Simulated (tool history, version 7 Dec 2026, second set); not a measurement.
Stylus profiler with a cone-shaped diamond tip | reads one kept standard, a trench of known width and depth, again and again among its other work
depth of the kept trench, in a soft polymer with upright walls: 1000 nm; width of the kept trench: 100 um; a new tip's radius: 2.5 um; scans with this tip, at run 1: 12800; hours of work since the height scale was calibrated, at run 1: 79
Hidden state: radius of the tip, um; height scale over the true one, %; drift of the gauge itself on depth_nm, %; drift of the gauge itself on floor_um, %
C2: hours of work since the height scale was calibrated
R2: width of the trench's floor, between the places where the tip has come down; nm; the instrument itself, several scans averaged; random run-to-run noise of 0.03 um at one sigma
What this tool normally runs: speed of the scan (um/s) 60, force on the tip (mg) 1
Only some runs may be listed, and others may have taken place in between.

Run 1, hour 0.0: usual settings; scans with this tip 12800; C2 79. Result: depth of the trench (Å) 10031.8, R2 94370 nm.
Run 2, hour 65.2: usual settings; scans with this tip 13193; C2 108. Result: depth of the trench (Å) 10031.2, R2 94300 nm.
Run 3, hour 130.8: usual settings; scans with this tip 13590; C2 136. Result: depth of the trench (Å) 10036.5, R2 94260 nm.
Run 4, hour 164.1: usual settings; scans with this tip 13790; C2 151. Result: depth of the trench (Å) 10032.1, R2 94230 nm.
Run 5, hour 237.0: usual settings; scans with this tip 14231; C2 183. Result: depth of the trench (Å) 10038.0, R2 94200 nm.
Run 6, hour 273.1: usual settings but speed of the scan (um/s) 105, force on the tip (mg) 2; scans with this tip 14449; C2 199. Result: depth of the trench (Å) 10059.2, R2 94120 nm.

Expected results for the next run?
Run 7, hour 303.6: usual settings but speed of the scan (um/s) 105, force on the tip (mg) 2; scans with this tip 14633; C2 212. Result: depth of the trench (Å) ?, R2 ?.

{"run 7": {"depth of the trench (Å)": 10053.2, "R2": 94130}}
The same run, on a tool lacking any hidden state, would have yielded depth of the trench (Å) 10054.2, R2 95730 nm.

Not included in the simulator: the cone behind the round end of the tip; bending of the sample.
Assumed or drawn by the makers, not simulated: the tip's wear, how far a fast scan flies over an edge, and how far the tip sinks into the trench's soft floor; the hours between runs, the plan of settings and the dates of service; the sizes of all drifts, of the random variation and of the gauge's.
